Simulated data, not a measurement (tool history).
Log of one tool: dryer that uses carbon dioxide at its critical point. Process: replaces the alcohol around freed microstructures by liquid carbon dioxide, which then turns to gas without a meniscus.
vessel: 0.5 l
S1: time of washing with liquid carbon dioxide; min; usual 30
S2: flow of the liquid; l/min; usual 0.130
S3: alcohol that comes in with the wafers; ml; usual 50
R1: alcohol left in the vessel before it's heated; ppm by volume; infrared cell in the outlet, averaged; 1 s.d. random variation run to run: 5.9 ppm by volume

run     day  S1     S2  S3    R1
  1   0.000  30  0.130  50   600
  2   1.233  30  0.130  50   612
  3   2.062  30  0.130  50   663
  4   3.633  30  0.130  50   665
      4.421  -- inlet filter changed
  5   4.838  30  0.130  50   382
  6   6.571  30  0.130  24   271
  7   8.175  22  0.088  27  2781
  8   9.608  43  0.135  27   194
  9  10.654  33  0.135  27   248
 10  11.646  33  0.135  27   267
 11  13.196  33  0.085  27   956
 12  13.971  33  0.209  25   212

4 ways to go on from here, each from the tool as it stands after run 12. What would each give?
  A  15.204  19  0.181  110   ?
  B  15.204  27  0.129  117   ?
  C  15.204  29  0.199   60   ?
  D  15.204  27  0.130   50   ?

run    R1
  A  1557
  B  1452
  C   237
  D   751
Had the tool no hidden state, the same runs would have come out as:
run   R1
  A  990
  B  912
  C   18
  D  394
